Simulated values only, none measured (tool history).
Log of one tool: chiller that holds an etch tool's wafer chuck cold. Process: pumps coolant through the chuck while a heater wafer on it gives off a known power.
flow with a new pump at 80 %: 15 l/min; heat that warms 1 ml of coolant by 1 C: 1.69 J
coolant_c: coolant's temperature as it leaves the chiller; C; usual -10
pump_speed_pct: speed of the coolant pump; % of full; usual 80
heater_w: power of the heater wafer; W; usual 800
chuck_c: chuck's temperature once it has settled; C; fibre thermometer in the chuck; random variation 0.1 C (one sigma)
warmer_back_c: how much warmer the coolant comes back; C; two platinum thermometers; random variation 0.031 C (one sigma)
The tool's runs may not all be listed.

{"run": 1, "hour": 0.0, "coolant_c": -10, "pump_speed_pct": 80, "heater_w": 800, "chuck_c": -4.9, "warmer_back_c": 1.91}
{"run": 2, "hour": 123.0, "coolant_c": -10, "pump_speed_pct": 80, "heater_w": 800, "chuck_c": -4.5, "warmer_back_c": 1.95}
{"run": 3, "hour": 178.5, "coolant_c": -10, "pump_speed_pct": 76, "heater_w": 800, "chuck_c": -4.4, "warmer_back_c": 2.06}
{"run": 4, "hour": 249.5, "coolant_c": -10, "pump_speed_pct": 76, "heater_w": 800, "chuck_c": -4.4, "warmer_back_c": 1.99}
{"run": 5, "hour": 326.1, "coolant_c": -10, "pump_speed_pct": 65, "heater_w": 800, "chuck_c": -3.4, "warmer_back_c": 2.41}
{"run": 6, "hour": 396.9, "coolant_c": -10, "pump_speed_pct": 65, "heater_w": 1059, "chuck_c": -1.5, "warmer_back_c": 3.14}
{"run": 7, "hour": 459.2, "coolant_c": -10, "pump_speed_pct": 68, "heater_w": 1059, "chuck_c": -1.5, "warmer_back_c": 2.99}
{"run": 8, "hour": 548.8, "coolant_c": -10, "pump_speed_pct": 68, "heater_w": 1059, "chuck_c": -1.7, "warmer_back_c": 3.05}
{"run": 9, "hour": 606.4, "coolant_c": -10, "pump_speed_pct": 68, "heater_w": 1059, "chuck_c": -1.8, "warmer_back_c": 3.03}
{"run": 10, "hour": 701.3, "coolant_c": -10, "pump_speed_pct": 68, "heater_w": 1059, "chuck_c": -1.8, "warmer_back_c": 3.01}
{"run": 11, "hour": 828.3, "coolant_c": 0, "pump_speed_pct": 80, "heater_w": 800, "chuck_c": 5.3, "warmer_back_c": 1.93}
{"run": 12, "hour": 947.0, "coolant_c": 0, "pump_speed_pct": 80, "heater_w": 800, "chuck_c": 5.2, "warmer_back_c": 1.96}
{"run": 13, "hour": 1028.6, "coolant_c": 0, "pump_speed_pct": 80, "heater_w": 800, "chuck_c": 5.4, "warmer_back_c": 2.01}
{"run": 14, "hour": 1115.5, "coolant_c": -14, "pump_speed_pct": 80, "heater_w": 882, "chuck_c": -8.1, "warmer_back_c": 2.17}
{"run": 15, "hour": 1177.7, "coolant_c": -14, "pump_speed_pct": 74, "heater_w": 1039, "chuck_c": -6.7, "warmer_back_c": 2.75}
{"run": 16, "hour": 1279.0, "coolant_c": -10, "pump_speed_pct": 80, "heater_w": 585, "chuck_c": -6, "warmer_back_c": 1.47}
{"run": 17, "hour": 1375.2, "coolant_c": -10, "pump_speed_pct": 80, "heater_w": 570, "chuck_c": -6.1, "warmer_back_c": 1.43}
{"run": 18, "hour": 1429.2, "coolant_c": 0, "pump_speed_pct": 74, "heater_w": 1116, "chuck_c": 8, "warmer_back_c": 2.93}
{"run": 19, "hour": 1553.0, "coolant_c": -16, "pump_speed_pct": 74, "heater_w": 957, "chuck_c": -8.9, "warmer_back_c": 2.62}
{"run": 20, "hour": 1608.8, "coolant_c": -4, "pump_speed_pct": 87, "heater_w": 800, "chuck_c": 0.6, "warmer_back_c": 1.87}
{"run": 21, "hour": 1690.0, "coolant_c": -17, "pump_speed_pct": 71, "heater_w": 861, "chuck_c": -10.4, "warmer_back_c": 2.41}

Forecast each of these 5 alternatives for the next run:
{"run": "A", "hour": 1752.5, "coolant_c": -15, "pump_speed_pct": 84, "heater_w": 861, "chuck_c": "?", "warmer_back_c": "?"}
{"run": "B", "hour": 1752.5, "coolant_c": -17, "pump_speed_pct": 71, "heater_w": 882, "chuck_c": "?", "warmer_back_c": "?"}
{"run": "C", "hour": 1752.5, "coolant_c": -3, "pump_speed_pct": 67, "heater_w": 602, "chuck_c": "?", "warmer_back_c": "?"}
{"run": "D", "hour": 1752.5, "coolant_c": -4, "pump_speed_pct": 71, "heater_w": 861, "chuck_c": "?", "warmer_back_c": "?"}
{"run": "E", "hour": 1752.5, "coolant_c": -10, "pump_speed_pct": 62, "heater_w": 571, "chuck_c": "?", "warmer_back_c": "?"}

run=A chuck_c=-9.5 warmer_back_c=2.07
run=B chuck_c=-10.4 warmer_back_c=2.53
run=C chuck_c=1.9 warmer_back_c=1.78
run=D chuck_c=2.5 warmer_back_c=2.45
run=E chuck_c=-5.3 warmer_back_c=1.89
Without the tool's hidden state the same runs would have given:
run=A chuck_c=-9.5 warmer_back_c=1.94
run=B chuck_c=-10.4 warmer_back_c=2.4
run=C chuck_c=2 warmer_back_c=1.65
run=D chuck_c=2.6 warmer_back_c=2.32
run=E chuck_c=-5.3 warmer_back_c=1.76
